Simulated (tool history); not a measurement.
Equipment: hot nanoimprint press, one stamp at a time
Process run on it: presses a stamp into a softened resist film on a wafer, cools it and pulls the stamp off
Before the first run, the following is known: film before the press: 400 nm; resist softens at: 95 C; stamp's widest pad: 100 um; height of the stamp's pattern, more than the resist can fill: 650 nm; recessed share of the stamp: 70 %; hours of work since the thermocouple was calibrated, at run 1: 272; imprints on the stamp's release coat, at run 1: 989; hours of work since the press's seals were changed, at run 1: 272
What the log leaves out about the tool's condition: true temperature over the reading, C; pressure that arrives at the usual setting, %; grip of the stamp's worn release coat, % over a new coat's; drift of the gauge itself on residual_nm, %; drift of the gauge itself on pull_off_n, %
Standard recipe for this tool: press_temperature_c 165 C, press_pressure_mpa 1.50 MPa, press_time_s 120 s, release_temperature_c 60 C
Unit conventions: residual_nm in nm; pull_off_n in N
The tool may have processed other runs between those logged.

run,hour,press_temperature_c,press_pressure_mpa,press_time_s,release_temperature_c,hours of work since the thermocouple was calibrated,imprints on the stamp's release coat,hours of work since the press's seals were changed,residual_nm,pull_off_n
1,0.0,165,1.50,120,60,272,989,272,153.3,231
# hour 20.8: stamp cleaned and given a new release coat
2,69.7,165,1.50,120,53,322,142,322,153.0,230
3,140.7,165,1.50,120,53,379,347,379,150.9,236
# hour 211.2: plate thermocouple calibrated
4,212.6,165,1.50,120,53,1,547,434,148.3,238
5,267.0,165,1.38,120,60,44,705,477,153.5,224
6,338.0,165,1.38,120,60,101,910,533,153.4,225
# hour 366.6: plate thermocouple calibrated, once more
7,371.9,165,1.38,120,60,4,1000,558,165.9,235
# hour 387.1: stamp cleaned and given a new release coat
8,433.2,165,1.38,120,60,48,134,602,165.1,217
9,493.5,165,1.38,120,60,96,309,650,164.8,220
10,540.3,165,1.38,120,60,133,444,687,163.1,220
11,574.2,165,1.50,120,56,160,542,714,156.7,235
12,605.4,165,1.50,120,60,185,633,739,156.9,226
13,661.3,165,1.50,174,60,230,795,783,135.5,226
14,727.9,165,1.50,120,60,282,988,836,154.2,230
# hour 745.6: stamp cleaned and given a new release coat
# hour 764.2: press's hydraulic seals changed and the load cell set to zero
15,785.2,169,1.72,132,62,317,92,17,117.2,209
16,842.2,169,1.72,132,62,362,257,62,116.6,213
17,882.6,162,1.96,94,56,394,374,94,161.2,229
# hour 936.3: plate thermocouple calibrated
18,949.8,165,1.32,120,60,11,560,145,169.4,224
19,997.1,165,1.50,237,57,48,697,183,121.6,237
20,1065.2,173,1.50,77,60,102,894,237,140.8,233
# hour 1116.0: stamp cleaned and given a new release coat
21,1126.6,173,1.50,77,60,147,31,281,140.0,214
22,1166.5,165,0.93,120,48,178,146,313,196.9,243
23,1214.5,165,0.93,120,48,216,285,351,196.7,247
24,1248.2,171,1.06,118,54,243,383,378,150.2,235
25,1316.4,165,1.94,120,60,297,581,432,135.8,226
26,1378.8,165,1.55,120,60,347,762,482,151.5,228
27,1440.4,177,1.07,134,46,396,940,531,115.3,265
# hour 1474.6: stamp cleaned and given a new release coat
28,1481.0,177,1.07,134,46,424,18,558,114.2,245

Per-run results on a tool with no hidden state, each run keeping its own random variation:
run,residual_nm,pull_off_n
1,157.8,214
2,158.2,229
3,156.8,231
4,157.6,231
5,163.9,215
6,164.7,212
7,164.9,215
8,164.8,215
9,165.2,214
10,164.1,212
11,157.8,225
12,158.3,215
13,137.4,212
14,157.0,212
15,121.9,210
16,121.7,211
17,169.0,225
18,167.7,213
19,120.8,222
20,140.6,215
21,140.3,214
22,198.7,240
23,199.3,241
24,152.4,228
25,137.9,216
26,154.9,215
27,118.5,246
28,117.6,248
